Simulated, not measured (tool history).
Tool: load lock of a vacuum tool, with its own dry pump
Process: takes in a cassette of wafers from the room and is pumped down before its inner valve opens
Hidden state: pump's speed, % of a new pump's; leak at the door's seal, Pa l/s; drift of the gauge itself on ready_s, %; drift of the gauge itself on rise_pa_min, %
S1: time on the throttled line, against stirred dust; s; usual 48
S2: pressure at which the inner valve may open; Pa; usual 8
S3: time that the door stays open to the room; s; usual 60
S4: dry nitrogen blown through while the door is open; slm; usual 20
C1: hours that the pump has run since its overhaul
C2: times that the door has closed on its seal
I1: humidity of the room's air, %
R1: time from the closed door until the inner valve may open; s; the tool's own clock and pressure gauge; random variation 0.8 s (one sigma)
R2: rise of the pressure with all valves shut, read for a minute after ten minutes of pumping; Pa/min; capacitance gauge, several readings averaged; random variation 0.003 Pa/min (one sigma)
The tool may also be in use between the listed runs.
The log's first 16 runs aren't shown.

| run | hour | S1 | S2 | S3 | S4 | C1 | C2 | I1 | R1 | R2 |
|---|---|---|---|---|---|---|---|---|---|---|
| 17 | 4761.2 | 48 | 7 | 60 | 17 | 2270 | 8649 | 42.4 | 129.6 | 0.04 |
| 18 | 5049.6 | 84 | 16 | 214 | 20 | 2558 | 8986 | 43.1 | 146 | 0.063 |
| 19 | 5265.6 | 84 | 16 | 28 | 20 | 2774 | 9238 | 46.1 | 146.6 | 0.039 |
| 20 | 5694.8 | 49 | 7 | 187 | 20 | 3204 | 9740 | 44.5 | 129.6 | 0.069 |
| 21 | 6054.4 | 49 | 7 | 187 | 20 | 3563 | 10160 | 46.5 | 130.8 | 0.073 |
| 22 | 6468.2 | 34 | 7 | 105 | 24 | 3977 | 10643 | 45.5 | 118.6 | 0.061 |
| 23 | 6852.2 | 34 | 7 | 105 | 24 | 4361 | 11092 | 45 | 118.1 | 0.057 |
| 24 | 7250.2 | 34 | 13 | 59 | 26 | 4759 | 11557 | 46 | 113 | 0.056 |
| 25 | 7548.5 | 37 | 11 | 27 | 15 | 5057 | 11906 | 45.3 | 117.4 | 0.053 |
| 26 | 7749.8 | 65 | 8 | 31 | 29 | 5259 | 12141 | 42.3 | 141.8 | 0.049 |
| 27 | 8014.1 | 65 | 8 | 31 | 29 | 5523 | 12450 | 43.8 | 142 | 0.051 |
| 28 | 8251.3 | 27 | 9 | 225 | 19 | 5760 | 12727 | 46.5 | 113.4 | 0.087 |
| 29 | 8630.8 | 27 | 9 | 225 | 19 | 6140 | 13171 | 43.8 | 111.7 | 0.083 |
| 30 | 8821.9 | 48 | 8 | 45 | 20 | 6331 | 13394 | 44.9 | 129.1 | 0.059 |
| 31 | 9244.1 | 48 | 11 | 91 | 4 | 6753 | 13887 | 45.8 | 126.1 | 0.071 |

Forecast each of these 4 alternatives for the next run:
| A | 9549.1 | 48 | 15 | 178 | 8 | 7058 | 14244 | 44.7 | ? | ? |
| B | 9549.1 | 48 | 11 | 91 | 4 | 7058 | 14244 | 46 | ? | ? |
| C | 9549.1 | 48 | 6 | 91 | 4 | 7058 | 14244 | 44.7 | ? | ? |
| D | 9549.1 | 48 | 10 | 91 | 4 | 7058 | 14244 | 45.6 | ? | ? |

| run | R1 | R2 |
|---|---|---|
| A | 123.4 | 0.092 |
| B | 126.7 | 0.08 |
| C | 134.4 | 0.081 |
| D | 127.2 | 0.082 |
Without the tool's hidden state the same runs would have given:
| run | R1 | R2 |
|---|---|---|
| A | 117 | 0.041 |
| B | 120.3 | 0.028 |
| C | 127.2 | 0.029 |
| D | 120.7 | 0.03 |
